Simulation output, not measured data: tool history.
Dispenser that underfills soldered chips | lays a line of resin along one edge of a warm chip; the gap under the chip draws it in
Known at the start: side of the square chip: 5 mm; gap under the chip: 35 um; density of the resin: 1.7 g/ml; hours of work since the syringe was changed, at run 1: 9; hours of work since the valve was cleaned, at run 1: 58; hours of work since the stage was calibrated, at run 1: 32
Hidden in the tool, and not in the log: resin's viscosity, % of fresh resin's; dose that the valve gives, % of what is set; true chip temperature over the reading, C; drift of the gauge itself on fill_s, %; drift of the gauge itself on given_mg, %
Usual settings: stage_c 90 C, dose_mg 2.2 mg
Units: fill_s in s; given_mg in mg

run,hour,stage_c,dose_mg,hours of work since the syringe was changed,hours of work since the valve was cleaned,hours of work since the stage was calibrated,fill_s,given_mg
1,0,90,2.2,9,58,32,67,2.084
# hour 3.7: dispensing valve cleaned and set on the balance
# hour 5.1: new syringe of resin
2,8.3,94,2.2,2,3,36,40.1,2.187
3,20.4,79,2.2,9,10,43,100.2,2.185
# hour 24.7: new syringe of resin
4,27.1,76,2.2,1,14,47,77.1,2.182
5,39.1,90,2.14,9,21,54,65.9,2.083
# hour 44.3: new syringe of resin
6,45.4,90,2.14,1,25,58,44,2.09
7,54,90,2.14,6,30,63,57.4,2.075
# hour 63.8: new syringe of resin
8,65.8,90,2.14,1,37,70,44.8,2.072
9,72.4,90,2.14,5,41,74,55,2.056
# hour 83.7: new syringe of resin
10,85.7,90,2.2,1,49,82,45.5,2.095
11,96.9,90,2.2,8,56,89,63.9,2.092
# hour 103.4: new syringe of resin
# hour 104.4: dispensing valve cleaned and set on the balance
12,108.4,90,2.2,2,2,95,49.5,2.193
13,119.7,82,2.58,9,9,102,89.9,2.553
# hour 124: new syringe of resin
14,131.7,90,2.57,5,16,109,53.8,2.531
15,137,99,2.54,8,20,112,44.8,2.498
# hour 143.4: new syringe of resin
16,146.1,99,2.54,2,25,117,32.9,2.482
17,151.8,96,1.9,5,28,121,46.6,1.844
18,157.2,104,1.91,8,32,124,40.4,1.849
# hour 163.5: new syringe of resin
19,164.9,104,1.91,1,36,129,27.8,1.846
20,177.2,104,1.91,8,44,136,41.1,1.843
# hour 183.4: new syringe of resin
21,186.4,104,1.91,2,49,142,30.4,1.826

Forecast each of these 3 alternatives for the next run:
A,193.7,104,2.2,6,53,146,?,?
B,193.7,100,2.01,6,53,146,?,?
C,193.7,94,2.16,6,53,146,?,?

run,fill_s,given_mg
A,34.9,2.09
B,42.8,1.919
C,51.9,2.06
Without the tool's hidden state the same runs would have given:
run,fill_s,given_mg
A,24.9,2.194
B,30.5,2.015
C,37.1,2.162

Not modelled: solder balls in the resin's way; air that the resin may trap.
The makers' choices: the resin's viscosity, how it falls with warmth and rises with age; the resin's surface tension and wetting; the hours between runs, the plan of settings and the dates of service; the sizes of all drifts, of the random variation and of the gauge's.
